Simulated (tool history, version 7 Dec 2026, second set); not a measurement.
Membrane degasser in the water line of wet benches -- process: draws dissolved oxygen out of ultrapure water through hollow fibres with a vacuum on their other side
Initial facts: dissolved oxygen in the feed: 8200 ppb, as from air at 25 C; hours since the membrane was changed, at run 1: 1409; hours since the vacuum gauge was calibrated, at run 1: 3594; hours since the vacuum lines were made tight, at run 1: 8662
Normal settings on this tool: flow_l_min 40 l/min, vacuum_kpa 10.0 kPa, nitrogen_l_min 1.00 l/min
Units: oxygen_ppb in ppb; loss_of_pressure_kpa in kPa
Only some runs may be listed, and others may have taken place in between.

run,day,flow_l_min,vacuum_kpa,nitrogen_l_min,hours since the membrane was changed,hours since the vacuum gauge was calibrated,hours since the vacuum lines were made tight,oxygen_ppb,loss_of_pressure_kpa
1,0.000,40,10.0,1.00,1409,3594,8662,551.9,68.82
2,1.821,40,10.0,1.00,1452,3637,8705,548.9,68.56
3,5.079,31,10.0,1.00,1531,3716,8784,435.8,53.21
4,8.896,31,10.0,1.00,1622,3807,8875,435.3,53.31
5,11.742,40,10.0,1.00,1691,3876,8943,548.7,69.15
6,16.154,40,10.0,1.00,1796,3981,9049,551.1,68.32
7,18.383,40,10.0,1.00,1850,4035,9103,549.6,68.53
8,20.304,62,10.0,1.00,1896,4081,9149,868.1,106.85
9,23.608,40,10.8,1.00,1975,4160,9228,607.0,68.95
10,27.675,40,10.8,1.00,2073,4258,9326,607.5,68.63
11,31.721,40,10.0,1.00,2170,4355,9423,549.6,68.98
12,33.892,28,10.0,1.00,2222,4407,9475,400.3,48.37
13,37.421,28,10.0,1.00,2307,4492,9560,403.9,48.33
14,40.517,28,7.0,1.00,2381,4566,9634,232.3,47.86
15,44.550,51,7.0,1.00,2478,4663,9731,443.3,87.48
16,48.533,40,10.0,1.00,2574,4759,9826,547.6,68.66
17,52.546,44,7.4,1.00,2670,4855,9923,400.8,76.33
18,56.125,31,7.4,1.00,2756,4941,10009,280.1,53.69
19,59.450,63,7.4,0.72,2836,5021,10088,745.3,108.94
20,61.912,24,10.0,1.45,2895,5080,10147,258.5,41.19
21,65.733,24,10.0,1.45,2986,5171,10239,258.3,41.34
22,69.521,40,21.6,2.84,3077,5262,10330,597.5,69.21
23,72.204,40,21.6,0.67,3142,5327,10394,1706.2,68.94
24,75.879,37,20.8,0.72,3230,5415,10483,1483.3,64.19
25,78.229,37,19.0,2.44,3286,5471,10539,545.6,63.76
26,82.479,37,19.0,2.44,3388,5573,10641,545.2,63.98
27,84.679,37,21.8,0.54,3441,5626,10694,1869.8,64.25
28,88.575,57,9.6,0.59,3535,5720,10787,1001.9,98.17
29,92.233,40,13.8,0.53,3622,5807,10875,1239.1,69.63
30,95.033,26,10.0,0.89,3690,5875,10942,414.4,44.71
31,99.371,27,10.0,0.87,3794,5979,11046,435.8,46.93

Pick out some run-to-run changes in oxygen_ppb. Of each, how much would a tool without hidden state show as well, from the settings, what came in and chance, and how much is left for the hidden state and any gauge scatter not in both results compared?
Hidden state at play: membrane still open, %; true pressure behind the membrane over the reading, kPa; air that leaks in behind the membrane, l/min; drift of the gauge itself on oxygen_ppb, %; drift of the gauge itself on loss_of_pressure_kpa, %.
Run 22 -> 23: nitrogen_l_min 2.84 -> 0.67. oxygen_ppb +1108.7 ppb: hidden state -7.4, all else +1116.1.
Run 24 -> 25: vacuum_kpa 20.8 -> 19.0, nitrogen_l_min 0.72 -> 2.44. oxygen_ppb -937.7 ppb: hidden state +4.2, all else -941.9.
Run 26 -> 27: vacuum_kpa 19.0 -> 21.8, nitrogen_l_min 2.44 -> 0.54. oxygen_ppb +1324.6 ppb: hidden state -11.8, all else +1336.4.
Run 27 -> 28: flow_l_min 37 -> 57, vacuum_kpa 21.8 -> 9.6, nitrogen_l_min 0.54 -> 0.59. oxygen_ppb -867.9 ppb: hidden state +9.9, all else -877.8.
Run 28 -> 29: flow_l_min 57 -> 40, vacuum_kpa 9.6 -> 13.8, nitrogen_l_min 0.59 -> 0.53. oxygen_ppb +237.2 ppb: hidden state -8.5, all else +245.7.
